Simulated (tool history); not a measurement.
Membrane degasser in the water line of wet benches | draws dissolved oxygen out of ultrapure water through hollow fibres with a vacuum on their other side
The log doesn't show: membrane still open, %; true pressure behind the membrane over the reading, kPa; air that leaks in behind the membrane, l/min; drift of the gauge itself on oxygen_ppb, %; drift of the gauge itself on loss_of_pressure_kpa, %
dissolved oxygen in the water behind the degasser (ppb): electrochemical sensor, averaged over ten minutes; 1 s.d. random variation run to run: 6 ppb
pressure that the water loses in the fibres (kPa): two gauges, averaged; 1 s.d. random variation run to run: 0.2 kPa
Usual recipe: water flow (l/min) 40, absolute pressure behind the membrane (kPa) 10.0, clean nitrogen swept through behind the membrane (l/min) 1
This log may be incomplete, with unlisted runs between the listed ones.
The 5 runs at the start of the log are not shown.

| run | day | water flow (l/min) | absolute pressure behind the membrane (kPa) | clean nitrogen swept through behind the membrane (l/min) | hours since the membrane was changed | hours since the vacuum gauge was calibrated | hours since the vacuum lines were made tight | dissolved oxygen in the water behind the degasser (ppb) | pressure that the water loses in the fibres (kPa) |
|---|---|---|---|---|---|---|---|---|---|
| 6 | 27.550 | 40 | 10.0 | 1 | 7928 | 2172 | 7557 | 599.7 | 42.59 |
| 7 | 34.425 | 40 | 10.0 | 1 | 8093 | 2337 | 7722 | 592.0 | 42.93 |
| 8 | 39.738 | 40 | 10.0 | 1 | 8221 | 2464 | 7849 | 599.8 | 42.56 |
| 9 | 46.658 | 47 | 10.0 | 1 | 8387 | 2631 | 8015 | 704.4 | 50.03 |
| 10 | 50.612 | 47 | 10.0 | 1 | 8482 | 2726 | 8110 | 712.9 | 49.81 |
| 11 | 57.262 | 47 | 10.0 | 1 | 8641 | 2885 | 8270 | 712.0 | 49.89 |
| 12 | 62.712 | 47 | 10.0 | 1 | 8772 | 3016 | 8400 | 703.8 | 50.00 |
| 13 | 69.338 | 47 | 10.0 | 1 | 8931 | 3175 | 8559 | 711.0 | 49.72 |
| 14 | 74.133 | 47 | 10.0 | 1 | 9046 | 3290 | 8675 | 725.6 | 49.48 |
| 15 | 80.083 | 40 | 10.0 | 1 | 9189 | 3433 | 8817 | 591.0 | 42.43 |
| 16 | 84.446 | 40 | 10.0 | 1 | 9294 | 3537 | 8922 | 596.2 | 42.38 |

What will run 17 give?
| 17 | 91.571 | 40 | 10.0 | 1 | 9465 | 3709 | 9093 | ? | ? |

{"run 17": {"dissolved oxygen in the water behind the degasser (ppb)": 603.7, "pressure that the water loses in the fibres (kPa)": 42.39}}
Minus the tool's unlogged condition, the same run would have read dissolved oxygen in the water behind the degasser (ppb) 603.2, pressure that the water loses in the fibres (kPa) 42.82.

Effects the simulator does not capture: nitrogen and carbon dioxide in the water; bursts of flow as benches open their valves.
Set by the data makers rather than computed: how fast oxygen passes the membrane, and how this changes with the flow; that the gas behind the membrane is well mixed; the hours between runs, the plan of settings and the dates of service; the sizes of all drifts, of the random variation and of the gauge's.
